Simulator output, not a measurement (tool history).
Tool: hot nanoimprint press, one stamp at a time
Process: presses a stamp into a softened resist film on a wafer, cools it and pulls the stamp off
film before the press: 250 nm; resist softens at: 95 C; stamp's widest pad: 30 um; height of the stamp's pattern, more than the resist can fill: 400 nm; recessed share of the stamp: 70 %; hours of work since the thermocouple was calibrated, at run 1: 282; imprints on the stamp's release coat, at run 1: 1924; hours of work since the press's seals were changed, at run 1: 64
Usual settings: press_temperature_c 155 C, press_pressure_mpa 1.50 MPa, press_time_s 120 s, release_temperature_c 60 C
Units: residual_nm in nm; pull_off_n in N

run   hour  press_temperature_c  press_pressure_mpa  press_time_s  release_temperature_c  hours of work since the thermocouple was calibrated  imprints on the stamp's release coat  hours of work since the press's seals were changed  residual_nm  pull_off_n
  1    0.0                  155                1.50           120                     60                                                  282                                  1924                                                  64        107.5         287
  2   10.4                  155                1.50           120                     60                                                  289                                  1950                                                  71        107.4         290
  3   24.5                  155                1.50           120                     60                                                  298                                  1985                                                  80        107.8         286
  4   38.3                  155                1.50           120                     60                                                  308                                  2020                                                  90        107.2         290
  5   48.7                  159                1.50           120                     60                                                  315                                  2046                                                  97         95.9         296
  6   58.4                  164                0.92           105                     48                                                  322                                  2070                                                 103        116.0         382
  7   67.1                  164                0.92           105                     48                                                  327                                  2092                                                 109        116.0         380
  8   80.7                  155                1.43           120                     60                                                  337                                  2126                                                 119        110.0         289
  9   91.2                  155                1.50           106                     60                                                  344                                  2153                                                 126        111.6         300
 10  102.1                  155                1.50           218                     46                                                  351                                  2180                                                 133         87.0         409

3 ways to go on from here, each from the tool as it stands after run 10. What would each give?
  A  116.6                  155                1.50           120                     45                                                  361                                  2216                                                 143            ?           ?
  B  116.6                  150                1.50           144                     58                                                  361                                  2216                                                 143            ?           ?
  C  116.6                  155                1.43           120                     52                                                  361                                  2216                                                 143            ?           ?

run  residual_nm  pull_off_n
  A        107.0         417
  B        116.2         325
  C        109.9         356
Without the tool's hidden state the same runs would have given:
run  residual_nm  pull_off_n
  A        112.0         293
  B        121.9         231
  C        115.1         251
